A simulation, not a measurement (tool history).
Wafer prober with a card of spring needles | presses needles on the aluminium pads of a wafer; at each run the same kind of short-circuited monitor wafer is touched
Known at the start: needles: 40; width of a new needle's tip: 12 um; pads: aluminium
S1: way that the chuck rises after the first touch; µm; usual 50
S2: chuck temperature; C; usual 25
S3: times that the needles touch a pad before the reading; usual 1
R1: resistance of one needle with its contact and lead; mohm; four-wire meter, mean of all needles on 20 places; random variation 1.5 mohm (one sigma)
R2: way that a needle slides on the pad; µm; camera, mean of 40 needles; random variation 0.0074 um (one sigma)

| run | hour | S1 | S2 | S3 | R1 | R2 |
|---|---|---|---|---|---|---|
| 1 | 0.0 | 50 | 25 | 1 | 157 | 7.907 |
|  | 7.0 | tips cleaned on abrasive film |
|  | 29.4 | height of the first contact set anew |
|  | 36.3 | tips cleaned on abrasive film |
| 2 | 39.4 | 40 | 25 | 1 | 152 | 6.358 |
|  | 66.9 | tips cleaned on abrasive film |
| 3 | 81.7 | 40 | 25 | 1 | 168 | 6.351 |
|  | 96.1 | tips cleaned on abrasive film |
| 4 | 112.8 | 40 | 25 | 1 | 167 | 6.333 |
|  | 126.6 | tips cleaned on abrasive film |
|  | 156.4 | tips cleaned on abrasive film |
| 5 | 156.4 | 50 | 25 | 1 | 142 | 7.899 |
|  | 185.4 | tips cleaned on abrasive film |
| 6 | 209.3 | 50 | 25 | 1 | 156 | 7.890 |
|  | 215.7 | tips cleaned on abrasive film |
| 7 | 240.0 | 50 | 75 | 1 | 167 | 7.888 |
|  | 244.7 | tips cleaned on abrasive film |
|  | 268.0 | height of the first contact set anew |
|  | 273.9 | tips cleaned on abrasive film |
| 8 | 273.9 | 50 | 25 | 1 | 143 | 7.948 |
|  | 302.2 | tips cleaned on abrasive film |
| 9 | 304.3 | 50 | 87 | 1 | 156 | 7.927 |
|  | 333.1 | tips cleaned on abrasive film |
| 10 | 351.4 | 50 | 87 | 1 | 168 | 7.918 |
|  | 365.3 | tips cleaned on abrasive film |
|  | 395.1 | tips cleaned on abrasive film |
| 11 | 406.7 | 50 | 87 | 1 | 166 | 7.899 |
|  | 425.0 | tips cleaned on abrasive film |
| 12 | 442.7 | 50 | 25 | 1 | 156 | 7.909 |
|  | 455.5 | tips cleaned on abrasive film |
| 13 | 469.1 | 50 | 25 | 1 | 158 | 7.891 |
|  | 483.1 | tips cleaned on abrasive film |
| 14 | 500.6 | 50 | 25 | 1 | 157 | 7.880 |
|  | 508.5 | height of the first contact set anew |
|  | 514.7 | tips cleaned on abrasive film |
|  | 544.1 | tips cleaned on abrasive film |
| 15 | 548.9 | 50 | 25 | 1 | 152 | 7.941 |
|  | 574.5 | tips cleaned on abrasive film |
| 16 | 599.4 | 50 | 29 | 1 | 162 | 7.925 |
|  | 603.3 | tips cleaned on abrasive film |
|  | 633.7 | tips cleaned on abrasive film |
| 17 | 648.4 | 50 | 29 | 1 | 158 | 7.907 |
|  | 664.0 | tips cleaned on abrasive film |
| 18 | 681.5 | 70 | 29 | 2 | 147 | 11.073 |
|  | 692.6 | tips cleaned on abrasive film |
|  | 720.4 | tips cleaned on abrasive film |
| 19 | 737.0 | 46 | 47 | 3 | 157 | 7.238 |
|  | 746.1 | height of the first contact set anew |
|  | 749.0 | tips cleaned on abrasive film |
|  | 778.2 | tips cleaned on abrasive film |
| 20 | 780.7 | 51 | 36 | 1 | 150 | 8.103 |
|  | 806.4 | tips cleaned on abrasive film |
| 21 | 810.7 | 45 | 26 | 1 | 153 | 7.144 |
|  | 837.3 | tips cleaned on abrasive film |
| 22 | 859.7 | 50 | 52 | 2 | 159 | 7.914 |
|  | 868.1 | tips cleaned on abrasive film |
|  | 898.8 | tips cleaned on abrasive film |
| 23 | 899.3 | 50 | 75 | 2 | 151 | 7.899 |
|  | 928.6 | tips cleaned on abrasive film |
| 24 | 933.3 | 33 | 74 | 1 | 170 | 5.188 |
|  | 956.7 | tips cleaned on abrasive film |
| 25 | 956.7 | 33 | 74 | 2 | 156 | 5.173 |
|  | 983.7 | height of the first contact set anew |
|  | 986.2 | tips cleaned on abrasive film |
| 26 | 990.8 | 34 | 26 | 2 | 157 | 5.405 |
|  | 1016.3 | tips cleaned on abrasive film |
|  | 1044.0 | tips cleaned on abrasive film |
| 27 | 1045.3 | 34 | 26 | 2 | 148 | 5.390 |

Measured less the same run without the tool's hidden state. The same run-to-run variation is in both; the gauge's scatter may not be:
The hidden state here: debris on the tips, nm; way that the needles fall short of the set height, um; tips' diameter, um; drift of the gauge itself on contact_mohm, %; drift of the gauge itself on scrub_um, %.
| run | R1 | R2 |
|---|---|---|
| 1 | +19 | -0.048 |
| 2 | +9 | -0.009 |
| 3 | +24 | -0.015 |
| 4 | +25 | -0.025 |
| 5 | +2 | -0.042 |
| 6 | +18 | -0.048 |
| 7 | +19 | -0.053 |
| 8 | +2 | -0.009 |
| 9 | +6 | -0.015 |
| 10 | +17 | -0.023 |
| 11 | +15 | -0.037 |
| 12 | +18 | -0.043 |
| 13 | +16 | -0.053 |
| 14 | +18 | -0.062 |
| 15 | +9 | -0.014 |
| 16 | +19 | -0.022 |
| 17 | +17 | -0.037 |
| 18 | +9 | -0.043 |
| 19 | +8 | -0.060 |
| 20 | +7 | -0.015 |
| 21 | +12 | -0.024 |
| 22 | +11 | -0.033 |
| 23 | +1 | -0.049 |
| 24 | +18 | -0.056 |
| 25 | +4 | -0.063 |
| 26 | +12 | -0.006 |
| 27 | +6 | -0.022 |
